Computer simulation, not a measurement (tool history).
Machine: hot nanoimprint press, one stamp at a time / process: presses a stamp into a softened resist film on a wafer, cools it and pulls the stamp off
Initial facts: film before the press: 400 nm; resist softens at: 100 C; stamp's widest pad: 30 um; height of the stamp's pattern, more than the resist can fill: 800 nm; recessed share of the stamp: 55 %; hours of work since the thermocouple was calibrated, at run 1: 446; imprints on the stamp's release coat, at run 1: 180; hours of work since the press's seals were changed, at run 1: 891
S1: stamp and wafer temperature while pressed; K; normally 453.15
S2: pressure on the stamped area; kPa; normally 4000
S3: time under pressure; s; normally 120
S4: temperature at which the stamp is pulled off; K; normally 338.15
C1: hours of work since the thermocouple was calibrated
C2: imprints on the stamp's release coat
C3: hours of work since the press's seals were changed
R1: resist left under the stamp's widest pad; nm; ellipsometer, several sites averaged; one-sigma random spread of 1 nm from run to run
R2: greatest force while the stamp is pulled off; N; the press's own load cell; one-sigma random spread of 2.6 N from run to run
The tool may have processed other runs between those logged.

run 1 hour=0 | S1=453.15 S2=4000 S3=120 S4=338.15 | C1=446 C2=180 C3=891 | R1=169 R2=215
-- hour=9.6 plate thermocouple calibrated
run 2 hour=48.9 | S1=453.15 S2=4000 S3=120 S4=338.15 | C1=27 C2=424 C3=922 | R1=174.9 R2=227
run 3 hour=88.1 | S1=453.15 S2=4000 S3=120 S4=338.15 | C1=54 C2=633 C3=949 | R1=177.4 R2=244
-- hour=100.8 stamp cleaned and given a new release coat
run 4 hour=134.5 | S1=453.15 S2=4000 S3=120 S4=338.15 | C1=81 C2=179 C3=977 | R1=178.3 R2=216
run 5 hour=197.5 | S1=453.15 S2=4000 S3=120 S4=338.15 | C1=125 C2=515 C3=1020 | R1=178.8 R2=234
-- hour=236.7 stamp cleaned and given a new release coat
run 6 hour=273.7 | S1=453.15 S2=4000 S3=120 S4=338.15 | C1=173 C2=197 C3=1068 | R1=179 R2=218
-- hour=366.9 stamp cleaned and given a new release coat
run 7 hour=366.9 | S1=453.15 S2=4000 S3=120 S4=338.15 | C1=232 C2=0 C3=1128 | R1=183.3 R2=210
-- hour=403.4 plate thermocouple calibrated, once more
-- hour=424.5 press's hydraulic seals changed and the load cell set to zero
run 8 hour=425.8 | S1=449.15 S2=4000 S3=120 S4=338.15 | C1=10 C2=255 C3=1 | R1=176.2 R2=206
-- hour=509 stamp cleaned and given a new release coat
run 9 hour=523.3 | S1=460.15 S2=4000 S3=120 S4=338.15 | C1=73 C2=77 C3=64 | R1=116.7 R2=201
run 10 hour=569.3 | S1=453.15 S2=4000 S3=120 S4=338.15 | C1=104 C2=322 C3=95 | R1=153.7 R2=216
-- hour=645.2 stamp cleaned and given a new release coat
run 11 hour=664 | S1=453.15 S2=4000 S3=163 S4=338.15 | C1=165 C2=100 C3=156 | R1=139.3 R2=200
run 12 hour=734.1 | S1=453.15 S2=4000 S3=163 S4=338.15 | C1=213 C2=474 C3=204 | R1=140.9 R2=222
-- hour=777.8 stamp cleaned and given a new release coat
run 13 hour=792 | S1=453.15 S2=4000 S3=163 S4=338.15 | C1=248 C2=76 C3=239 | R1=140.6 R2=203
run 14 hour=866.4 | S1=453.15 S2=4000 S3=163 S4=338.15 | C1=299 C2=472 C3=290 | R1=142.2 R2=222
-- hour=913.5 stamp cleaned and given a new release coat
run 15 hour=948.7 | S1=458.15 S2=2820 S3=111 S4=328.15 | C1=352 C2=188 C3=343 | R1=166.2 R2=258
run 16 hour=1032.7 | S1=458.15 S2=2820 S3=111 S4=328.15 | C1=409 C2=635 C3=400 | R1=167.1 R2=279
-- hour=1047 stamp cleaned and given a new release coat
-- hour=1102.8 plate thermocouple calibrated
run 17 hour=1113.5 | S1=449.15 S2=2820 S3=111 S4=324.15 | C1=7 C2=338 C3=449 | R1=218.9 R2=279
-- hour=1183.4 stamp cleaned and given a new release coat
run 18 hour=1193.1 | S1=465.15 S2=5870 S3=72 S4=335.15 | C1=58 C2=52 C3=500 | R1=99 R2=214
run 19 hour=1250.6 | S1=465.15 S2=5870 S3=72 S4=335.15 | C1=97 C2=358 C3=539 | R1=99.4 R2=225
-- hour=1315.7 stamp cleaned and given a new release coat
run 20 hour=1326.6 | S1=465.15 S2=2410 S3=221 S4=330.15 | C1=145 C2=58 C3=587 | R1=107.8 R2=240
run 21 hour=1369.5 | S1=465.15 S2=2410 S3=221 S4=330.15 | C1=174 C2=286 C3=616 | R1=108.9 R2=248
-- hour=1446.6 stamp cleaned and given a new release coat
run 22 hour=1458.4 | S1=465.15 S2=2410 S3=221 S4=330.15 | C1=231 C2=63 C3=673 | R1=111.1 R2=239
run 23 hour=1519 | S1=465.15 S2=2410 S3=183 S4=330.15 | C1=273 C2=385 C3=715 | R1=118 R2=252
-- hour=1581 stamp cleaned and given a new release coat
run 24 hour=1611.5 | S1=465.15 S2=2410 S3=183 S4=330.15 | C1=332 C2=162 C3=774 | R1=119.7 R2=246
run 25 hour=1688.2 | S1=453.15 S2=4000 S3=120 S4=338.15 | C1=384 C2=571 C3=826 | R1=167.3 R2=230
-- hour=1710.7 stamp cleaned and given a new release coat
run 26 hour=1757.9 | S1=453.15 S2=3930 S3=120 S4=338.15 | C1=428 C2=251 C3=870 | R1=171 R2=217
-- hour=1794 plate thermocouple calibrated
-- hour=1847.9 stamp cleaned and given a new release coat
run 27 hour=1851.5 | S1=453.15 S2=5570 S3=82 S4=337.15 | C1=35 C2=18 C3=928 | R1=155 R2=201

Below are 4 alternative next runs, each starting from the tool's condition after run 27. Predict each:
run A hour=1943.3 | S1=454.15 S2=4000 S3=120 S4=338.15 | C1=98 C2=508 C3=991 | R1=? R2=?
run B hour=1943.3 | S1=457.15 S2=3800 S3=82 S4=337.15 | C1=98 C2=508 C3=991 | R1=? R2=?
run C hour=1943.3 | S1=454.15 S2=4000 S3=120 S4=338.15 | C1=98 C2=508 C3=991 | R1=? R2=?
run D hour=1943.3 | S1=453.15 S2=2890 S3=77 S4=336.15 | C1=98 C2=508 C3=991 | R1=? R2=?

run=A R1=156.2 R2=214
run=B R1=160.4 R2=229
run=C R1=154.5 R2=229
run=D R1=218.9 R2=231
With the hidden condition removed and each run's random variation left untouched, the same runs would have given:
run=A R1=146.8 R2=190
run=B R1=151.3 R2=204
run=C R1=145.2 R2=203
run=D R1=210.1 R2=204

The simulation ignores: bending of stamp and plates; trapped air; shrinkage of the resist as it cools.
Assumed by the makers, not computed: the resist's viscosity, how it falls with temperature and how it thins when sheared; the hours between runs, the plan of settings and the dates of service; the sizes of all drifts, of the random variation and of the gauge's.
